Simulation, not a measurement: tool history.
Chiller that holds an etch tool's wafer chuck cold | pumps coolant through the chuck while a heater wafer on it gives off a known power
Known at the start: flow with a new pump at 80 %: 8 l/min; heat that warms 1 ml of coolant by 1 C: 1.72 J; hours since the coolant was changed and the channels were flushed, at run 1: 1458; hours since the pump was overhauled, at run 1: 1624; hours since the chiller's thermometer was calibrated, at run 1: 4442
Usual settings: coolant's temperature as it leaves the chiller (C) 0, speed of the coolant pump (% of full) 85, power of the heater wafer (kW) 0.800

run	hour	coolant's temperature as it leaves the chiller (C)	speed of the coolant pump (% of full)	power of the heater wafer (kW)	hours since the coolant was changed and the channels were flushed	hours since the pump was overhauled	hours since the chiller's thermometer was calibrated	chuck's temperature once it has settled (C)	how much warmer the coolant comes back (C)
1	0.0	0	85	0.800	1458	1624	4442	8.1	3.30
2	117.9	0	85	0.800	1576	1742	4560	8.1	3.30
3	209.1	0	85	0.800	1668	1833	4651	8.1	3.30
4	300.7	0	85	0.800	1759	1925	4743	8.1	3.32
# hour 361.8: chiller's thermometer calibrated
5	373.6	0	85	0.800	1831	1997	12	8.5	3.32
6	441.5	0	85	0.800	1899	2065	80	8.4	3.31
7	549.7	0	85	0.800	2007	2173	188	8.5	3.32
8	617.6	0	85	0.800	2075	2241	256	8.3	3.31
9	694.4	0	85	0.699	2152	2318	333	7.3	2.89
10	761.0	1	85	0.699	2218	2384	399	8.3	2.88
11	885.2	1	85	0.699	2343	2508	523	8.4	2.92
12	943.2	1	84	0.512	2401	2566	581	6.5	2.15
13	1060.1	1	78	0.512	2518	2683	698	6.7	2.33
14	1168.0	1	78	0.512	2626	2791	806	6.9	2.33
15	1276.4	2	78	0.512	2734	2900	915	7.8	2.32
16	1392.3	2	66	0.548	2850	3016	1030	9.5	3.00
17	1459.1	0	89	1.005	2917	3082	1097	10.4	4.01
18	1544.3	3	83	0.909	3002	3168	1182	13.2	3.91
19	1659.8	2	84	0.663	3117	3283	1298	9.2	2.80
20	1740.4	6	84	0.756	3198	3364	1379	14.3	3.19
21	1825.4	-9	70	0.516	3283	3449	1464	-2.4	2.65

Some steps in chuck's temperature once it has settled (C) between neighbouring runs. How much of each would the tool show without its hidden state too (settings, what came in, random variation), and how much is left for the hidden state, with any gauge scatter that isn't in both results?
The hidden state here: heat passed by the chuck's channels, % of clean ones'; flow at a given pump speed, % of a new pump's; coolant's true temperature over the reading, C; drift of the gauge itself on chuck_c, C; drift of the gauge itself on warmer_back_c, C.
Run 4 -> 5: chiller's thermometer calibrated. chuck's temperature once it has settled (C) +0.4: hidden state +0.2, all else +0.2.
Run 16 -> 17: coolant's temperature as it leaves the chiller (C) 2 -> 0, speed of the coolant pump (% of full) 66 -> 89, power of the heater wafer (kW) 0.548 -> 1.005. chuck's temperature once it has settled (C) +0.9: hidden state +0.3, all else +0.6.
Run 19 -> 20: coolant's temperature as it leaves the chiller (C) 2 -> 6, power of the heater wafer (kW) 0.663 -> 0.756. chuck's temperature once it has settled (C) +5.1: hidden state +0.1, all else +5.0.
Run 20 -> 21: coolant's temperature as it leaves the chiller (C) 6 -> -9, speed of the coolant pump (% of full) 84 -> 70, power of the heater wafer (kW) 0.756 -> 0.516. chuck's temperature once it has settled (C) -16.7: hidden state -0.2, all else -16.5.
